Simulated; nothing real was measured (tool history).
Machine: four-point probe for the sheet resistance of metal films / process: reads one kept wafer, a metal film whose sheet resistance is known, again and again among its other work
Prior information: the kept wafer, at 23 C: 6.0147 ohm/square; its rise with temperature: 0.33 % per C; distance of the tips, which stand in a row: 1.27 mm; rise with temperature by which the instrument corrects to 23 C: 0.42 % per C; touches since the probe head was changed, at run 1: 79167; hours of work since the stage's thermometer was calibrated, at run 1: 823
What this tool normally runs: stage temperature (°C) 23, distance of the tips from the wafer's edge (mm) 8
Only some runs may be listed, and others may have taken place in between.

run    hour  stage temperature (°C)  distance of the tips from the wafer's edge (mm)  touches since the probe head was changed  hours of work since the stage's thermometer was calibrated  sheet resistance as the instrument gives it (ohm/square)
  1     0.0                      23                                                8                                     79167                                                         823                                                  6.064512
  2    51.3                      23                                                8                                     81851                                                         853                                                  6.065116
  3   119.1                      23                                                9                                     85404                                                         893                                                  6.044885
  4   186.5                      24                                                9                                     88933                                                         933                                                  6.040287
  5   230.9                      24                                                9                                     91257                                                         959                                                  6.034314
  6   297.0                      24                                                9                                     94718                                                         998                                                  6.034469
  7   345.1                      23                                                8                                     97235                                                        1026                                                  6.054734
  8   389.1                      23                                                8                                     99541                                                        1052                                                  6.057055
  9   435.4                      23                                                8                                    101966                                                        1079                                                  6.051504
 10   499.2                      23                                                8                                    105306                                                        1117                                                  6.053250
 11   567.1                      23                                                8                                    108859                                                        1157                                                  6.049515
 12   639.6                      23                                                8                                    112656                                                        1200                                                  6.046501
 13   697.6                      23                                                8                                    115692                                                        1234                                                  6.047234
 14   770.5                      23                                                8                                    119509                                                        1277                                                  6.043256
 15   812.8                      23                                                8                                    121724                                                        1302                                                  6.041609
 16   861.9                      23                                                8                                    124295                                                        1331                                                  6.043871
 17   925.4                      23                                                8                                    127621                                                        1368                                                  6.040299
 18   960.8                      23                                                8                                    129475                                                        1389                                                  6.040062
 19  1005.5                      23                                                8                                    131816                                                        1415                                                  6.035382
 20  1083.1                      23                                               40                                    135879                                                        1461                                                  5.957014
     1113.2  -- new probe head fitted
 21  1124.1                      24                                                8                                       571                                                        1484                                                  6.109259
 22  1169.4                      24                                                9                                      2942                                                        1511                                                  6.093021
 23  1230.8                      18                                               44                                      6157                                                        1547                                                  6.056453
 24  1266.5                      23                                                8                                      8026                                                        1568                                                  6.109231
 25  1326.1                      23                                                8                                     11151                                                        1603                                                  6.107745
     1331.1  -- stage's thermometer calibrated
 26  1399.7                      23                                                8                                     14976                                                          40                                                  6.100544
 27  1436.6                      21                                               43                                     16906                                                          62                                                  6.031697
 28  1488.9                      33                                               18                                     19647                                                          93                                                  5.983618
 29  1523.3                      33                                               18                                     21448                                                         113                                                  5.981585
 30  1569.8                      26                                               59                                     23884                                                         141                                                  6.000800
 31  1620.5                      25                                               11                                     26539                                                         170                                                  6.044974
 32  1668.8                      22                                                4                                     29066                                                         199                                                  6.328570
 33  1748.7                      22                                               43                                     33248                                                         246                                                  6.016098
 34  1828.2                      21                                               47                                     37414                                                         293                                                  6.019915
 35  1912.8                      21                                               47                                     41842                                                         343                                                  6.017718
 36  1991.1                      21                                               47                                     45943                                                         389                                                  6.016954
 37  2027.3                      20                                               71                                     47836                                                         410                                                  6.018649
 38  2086.8                      22                                               17                                     50950                                                         445                                                  6.024806
 39  2167.3                      27                                                3                                     55168                                                         493                                                  6.499040
 40  2234.3                      18                                               18                                     58672                                                         532                                                  6.039711
 41  2292.6                      23                                               18                                     61726                                                         566                                                  6.010637
 42  2371.4                      23                                                4                                     65851                                                         613                                                  6.299308
 43  2433.7                      20                                               29                                     69113                                                         649                                                  6.012831
 44  2484.2                      18                                               28                                     71759                                                         679                                                  6.021956

Entry by entry between the runs, the difference in hidden state between the last listed run before and the first listed run after:
Runs 20 to 21: new probe head fitted (hour 1113.2)
  inner tips' distance over the nominal, %: -0.986 -> 0.214; tips' flats over new ones', %: 98 -> 0
  the result without the hidden state subtracted from the measured one, sheet resistance as the instrument gives it (ohm/square): -0.059772 -> +0.018602
Runs 25 to 26: stage's thermometer calibrated (hour 1331.1)
  inner tips' distance over the nominal, %: 0.121 -> 0.088; tips' flats over new ones', %: 8 -> 11; wafer's true temperature over the reading, C: 0.24 -> -0.04
  the result without the hidden state subtracted from the measured one, sheet resistance as the instrument gives it (ohm/square): +0.012834 -> +0.004957

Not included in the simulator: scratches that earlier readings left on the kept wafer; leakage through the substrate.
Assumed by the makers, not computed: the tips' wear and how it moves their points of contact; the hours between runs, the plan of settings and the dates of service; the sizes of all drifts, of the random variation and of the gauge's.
